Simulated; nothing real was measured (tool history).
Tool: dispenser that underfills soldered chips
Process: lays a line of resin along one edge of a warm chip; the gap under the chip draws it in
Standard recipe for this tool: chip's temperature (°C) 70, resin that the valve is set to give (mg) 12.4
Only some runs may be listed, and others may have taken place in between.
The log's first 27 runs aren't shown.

run,hour,chip's temperature (°C),resin that the valve is set to give (mg),hours of work since the syringe was changed,hours of work since the valve was cleaned,hours of work since the stage was calibrated,time until the resin shows at the far edge (s),resin that the valve gave (mg)
28,326.0,74,12.4,7,40,545,66.1,12.03
# hour 330.1: new syringe of resin
29,337.1,68,15.1,4,47,552,74.2,14.53
# hour 344.7: new syringe of resin
30,348.9,68,15.1,3,54,559,65.7,14.39
# hour 359.8: dispensing valve cleaned and set on the balance
31,360.0,74,12.7,9,0,566,71.0,12.78
# hour 361.2: new syringe of resin
32,375.0,74,12.7,9,9,575,71.1,12.69
# hour 376.1: new syringe of resin
33,383.6,81,11.0,5,14,580,44.2,10.87
# hour 391.2: new syringe of resin
34,391.7,81,11.0,0,19,585,34.9,10.88
35,400.9,72,14.2,6,25,590,67.6,13.86

Alternative continuations, all from the tool just after run 35; predict every row:
# hour 407.1: new syringe of resin
A,416.5,62,15.2,6,35,600,?,?
# hour 407.1: new syringe of resin
B,416.5,62,12.3,6,35,600,?,?
# hour 407.1: new syringe of resin
C,416.5,70,11.7,6,35,600,?,?

run,time until the resin shows at the far edge (s),resin that the valve gave (mg)
A,103.5,14.89
B,108.5,12.03
C,72.8,11.34
Without the tool's hidden state the same runs would have given:
run,time until the resin shows at the far edge (s),resin that the valve gave (mg)
A,69.2,15.25
B,72.3,12.32
C,48.6,11.62
